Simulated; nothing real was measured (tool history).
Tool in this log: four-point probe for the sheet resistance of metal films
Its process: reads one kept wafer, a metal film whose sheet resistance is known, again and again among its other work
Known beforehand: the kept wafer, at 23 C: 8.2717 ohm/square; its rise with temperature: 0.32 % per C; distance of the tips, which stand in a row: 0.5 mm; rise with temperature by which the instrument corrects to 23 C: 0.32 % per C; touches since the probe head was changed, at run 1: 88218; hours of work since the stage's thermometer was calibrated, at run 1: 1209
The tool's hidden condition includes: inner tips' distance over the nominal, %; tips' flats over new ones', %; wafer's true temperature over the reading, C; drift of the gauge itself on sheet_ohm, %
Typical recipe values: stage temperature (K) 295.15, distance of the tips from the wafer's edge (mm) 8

run,hour,stage temperature (K),distance of the tips from the wafer's edge (mm),touches since the probe head was changed,hours of work since the stage's thermometer was calibrated,sheet resistance as the instrument gives it (ohm/square)
1,0.0,295.15,8,88218,1209,8.289076
2,48.2,295.15,8,89590,1241,8.289702
3,96.0,295.15,34,90950,1273,8.272028
4,193.4,295.15,34,93724,1338,8.273114
5,296.9,295.15,34,96669,1406,8.273996
6,342.3,293.15,8,97962,1436,8.292189
7,425.1,293.15,8,100320,1491,8.291666
8,528.1,293.15,8,103252,1559,8.289686
9,628.6,291.15,8,106113,1626,8.291338
10,735.8,291.15,8,109162,1697,8.292783
11,812.3,303.15,8,111341,1747,8.288941
12,860.9,303.15,73,112725,1780,8.272590
13,947.2,296.15,8,115181,1837,8.291156
14,995.6,295.15,9,116559,1869,8.285037
# hour 1036.1: stage's thermometer calibrated
15,1096.3,295.15,72,119412,40,8.273311
16,1207.6,295.15,8,122580,114,8.291743
17,1269.1,295.15,8,124329,154,8.290146
18,1325.0,295.15,8,125921,191,8.290488
19,1383.9,291.15,8,127598,230,8.290364
20,1462.3,291.15,8,129830,282,8.291771
# hour 1471.9: new probe head fitted
21,1533.4,291.15,8,1749,329,8.288898
22,1580.6,291.15,8,3092,360,8.291300
23,1627.5,299.15,4,4428,391,8.345150
24,1693.2,292.15,4,6297,434,8.344640
25,1751.2,292.15,4,7949,473,8.342764
26,1815.6,299.15,5,9783,515,8.317037
27,1866.1,306.15,12,11221,549,8.279855
28,1930.9,298.15,54,13065,592,8.269004
29,2028.4,299.15,7,15841,656,8.295319
30,2117.7,303.15,7,18382,715,8.292812
31,2189.8,292.15,11,20434,763,8.280744
32,2290.8,292.15,11,23311,830,8.282288
33,2338.6,298.15,20,24669,862,8.274854
34,2411.5,294.15,9,26746,910,8.285826
35,2495.5,301.15,4,29138,966,8.342261
36,2588.3,301.15,4,31780,1027,8.341508
37,2675.4,300.15,6,34259,1085,8.304702
38,2724.6,296.15,11,35657,1117,8.280460
39,2793.5,308.15,15,37620,1163,8.277610
40,2845.7,296.15,26,39106,1197,8.270322
41,2949.0,303.15,30,42048,1266,8.272771
42,3056.1,303.15,30,45096,1337,8.272394
43,3144.1,293.15,26,47601,1395,8.272758
44,3246.7,305.15,31,50521,1463,8.273369

Entry by entry between the runs, the difference in hidden state between the last listed run before and the first listed run after:
Between runs 14 and 15: stage's thermometer calibrated (hour 1036.1)
  wafer's true temperature over the reading, C: 0.01 -> 0
Between runs 20 and 21: new probe head fitted (hour 1471.9)
  inner tips' distance over the nominal, %: 0.007 -> 0.006; tips' flats over new ones', %: 1 -> 0
